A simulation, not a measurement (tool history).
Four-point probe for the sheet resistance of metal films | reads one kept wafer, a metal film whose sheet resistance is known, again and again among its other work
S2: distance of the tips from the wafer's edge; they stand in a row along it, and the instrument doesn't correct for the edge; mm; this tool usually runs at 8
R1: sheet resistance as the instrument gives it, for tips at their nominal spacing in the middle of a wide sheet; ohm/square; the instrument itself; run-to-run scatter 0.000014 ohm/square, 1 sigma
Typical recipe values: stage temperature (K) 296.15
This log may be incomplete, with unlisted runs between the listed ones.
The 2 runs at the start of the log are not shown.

run 3 day=4.433 | stage_temperature_(K)=296.15 S2=8 | R1=0.070865
run 4 day=6.692 | stage_temperature_(K)=296.15 S2=8 | R1=0.070837
run 5 day=8.567 | stage_temperature_(K)=296.15 S2=54 | R1=0.06993
run 6 day=9.946 | stage_temperature_(K)=296.15 S2=18 | R1=0.070077
run 7 day=12.671 | stage_temperature_(K)=296.15 S2=8 | R1=0.070844
run 8 day=14.421 | stage_temperature_(K)=296.15 S2=8 | R1=0.070827
run 9 day=16.396 | stage_temperature_(K)=296.15 S2=8 | R1=0.070841
run 10 day=17.575 | stage_temperature_(K)=296.15 S2=20 | R1=0.070017
run 11 day=20.204 | stage_temperature_(K)=296.15 S2=20 | R1=0.070046
run 12 day=22.146 | stage_temperature_(K)=296.15 S2=20 | R1=0.070035
run 13 day=24.458 | stage_temperature_(K)=296.15 S2=8 | R1=0.070799
run 14 day=26.467 | stage_temperature_(K)=292.15 S2=8 | R1=0.070888
run 15 day=28.808 | stage_temperature_(K)=292.15 S2=8 | R1=0.070881
run 16 day=31.479 | stage_temperature_(K)=292.15 S2=8 | R1=0.070872
run 17 day=33.9 | stage_temperature_(K)=296.15 S2=8 | R1=0.070767
run 18 day=35.292 | stage_temperature_(K)=296.15 S2=8 | R1=0.070784
run 19 day=37.462 | stage_temperature_(K)=296.15 S2=8 | R1=0.070776
run 20 day=39.6 | stage_temperature_(K)=296.15 S2=8 | R1=0.070742
run 21 day=41.638 | stage_temperature_(K)=296.15 S2=8 | R1=0.070753
run 22 day=44.021 | stage_temperature_(K)=296.15 S2=8 | R1=0.070751
run 23 day=45.342 | stage_temperature_(K)=296.15 S2=8 | R1=0.070727
run 24 day=47.05 | stage_temperature_(K)=296.15 S2=12 | R1=0.07022
run 25 day=49.45 | stage_temperature_(K)=292.15 S2=22 | R1=0.070004
run 26 day=51.729 | stage_temperature_(K)=292.15 S2=28 | R1=0.069958

Run 27 is up next; what results do you expect?
run 27 day=53.954 | stage_temperature_(K)=294.15 S2=47 | R1=?

R1: 0.069854 ohm/square
If the tool had no hidden condition, the same run with the same run-to-run variation would have returned R1 0.070379 ohm/square.

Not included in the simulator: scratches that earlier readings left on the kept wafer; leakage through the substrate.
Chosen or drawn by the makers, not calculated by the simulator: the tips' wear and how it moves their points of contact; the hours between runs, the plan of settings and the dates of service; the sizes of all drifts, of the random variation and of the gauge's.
